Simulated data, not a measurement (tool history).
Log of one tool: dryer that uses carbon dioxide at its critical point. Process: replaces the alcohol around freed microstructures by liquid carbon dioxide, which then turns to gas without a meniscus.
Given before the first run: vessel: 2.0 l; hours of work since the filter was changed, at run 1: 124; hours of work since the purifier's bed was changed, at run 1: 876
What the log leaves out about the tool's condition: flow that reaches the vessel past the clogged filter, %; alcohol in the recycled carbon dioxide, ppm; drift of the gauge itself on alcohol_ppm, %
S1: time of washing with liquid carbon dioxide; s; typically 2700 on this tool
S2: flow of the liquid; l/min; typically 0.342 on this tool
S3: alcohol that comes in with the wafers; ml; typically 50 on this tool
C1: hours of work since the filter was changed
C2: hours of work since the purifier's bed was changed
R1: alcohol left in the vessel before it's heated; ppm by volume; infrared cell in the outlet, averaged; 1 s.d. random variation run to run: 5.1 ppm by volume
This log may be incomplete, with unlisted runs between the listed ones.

run,hour,S1,S2,S3,C1,C2,R1
1,0.0,2700,0.342,50,124,876,168
2,41.6,2700,0.342,50,140,892,165
3,86.4,2700,0.342,50,158,910,181
# hour 113.8: inlet filter changed
4,151.6,2700,0.342,50,15,936,129
5,217.1,2700,0.342,50,41,962,146
6,271.2,2400,0.342,50,63,984,230
7,322.6,2400,0.342,50,84,1005,237
8,372.8,2700,0.342,50,104,1025,173
9,423.2,2700,0.342,50,124,1045,189
10,490.4,2700,0.342,50,151,1072,202
# hour 539.5: inlet filter changed
11,555.8,2700,0.342,50,7,1098,125
12,586.6,4020,0.342,50,19,1110,69
13,615.7,4020,0.342,50,31,1122,77
14,644.7,2700,0.342,50,42,1134,130
15,706.8,2700,0.342,50,67,1159,161
16,742.5,2700,0.342,50,81,1173,176
17,786.1,2700,0.342,50,99,1190,180
18,814.2,2700,0.342,50,110,1202,173
19,853.8,2700,0.342,50,126,1218,187
20,885.6,2700,0.342,50,139,1230,191
21,913.6,2700,0.342,50,150,1242,196
# hour 961.5: inlet filter changed
22,981.7,1740,0.342,50,8,1269,626
# hour 988.9: purifier's bed changed
23,1030.3,1740,0.342,50,26,17,601
24,1084.3,2280,0.540,32,48,38,13
25,1133.8,2280,0.540,32,68,58,20
26,1193.3,3120,0.234,92,92,82,534
27,1239.3,4140,0.236,43,110,101,71
28,1276.6,4140,0.572,70,125,116,7
29,1313.7,2340,0.216,82,140,130,2109
30,1350.4,2340,0.471,26,155,145,47
# hour 1389.8: inlet filter changed
31,1391.1,2880,0.342,49,1,161,66
32,1433.4,3300,0.342,38,18,178,26
33,1477.6,1620,0.213,33,35,196,1884
34,1512.9,2220,0.213,109,49,210,2844
35,1563.3,2220,0.213,109,70,230,2955
36,1619.9,1680,0.225,21,92,253,1089
37,1686.4,2520,0.342,20,119,280,84
38,1726.2,2100,0.342,54,135,296,488
39,1787.9,2100,0.342,54,160,320,526
# hour 1812.4: inlet filter changed
40,1828.2,2100,0.342,54,6,336,298
41,1887.8,3540,0.342,73,30,360,42
42,1920.9,2160,0.459,31,44,373,59
43,1980.7,2880,0.459,31,68,397,25
44,2038.8,2340,0.457,55,91,421,69
45,2091.5,2700,0.258,50,112,442,408
46,2133.5,2700,0.258,50,129,459,432

Below, some changes in R1 between adjacent runs. For each, the amount present without the hidden state too (settings, incoming material, random variation) and the amount remaining for the hidden state with gauge scatter not shared by both compared results:
Run 28 -> 29: S1 4140 -> 2340, S2 0.572 -> 0.216, S3 70 -> 82. R1 +2102 ppm by volume: hidden state +615, all else +1487.
Run 29 -> 30: S2 0.216 -> 0.471, S3 82 -> 26. R1 -2062 ppm by volume: hidden state -599, all else -1463.
Run 35 -> 36: S1 2220 -> 1680, S2 0.213 -> 0.225, S3 109 -> 21. R1 -1866 ppm by volume: hidden state -355, all else -1511.
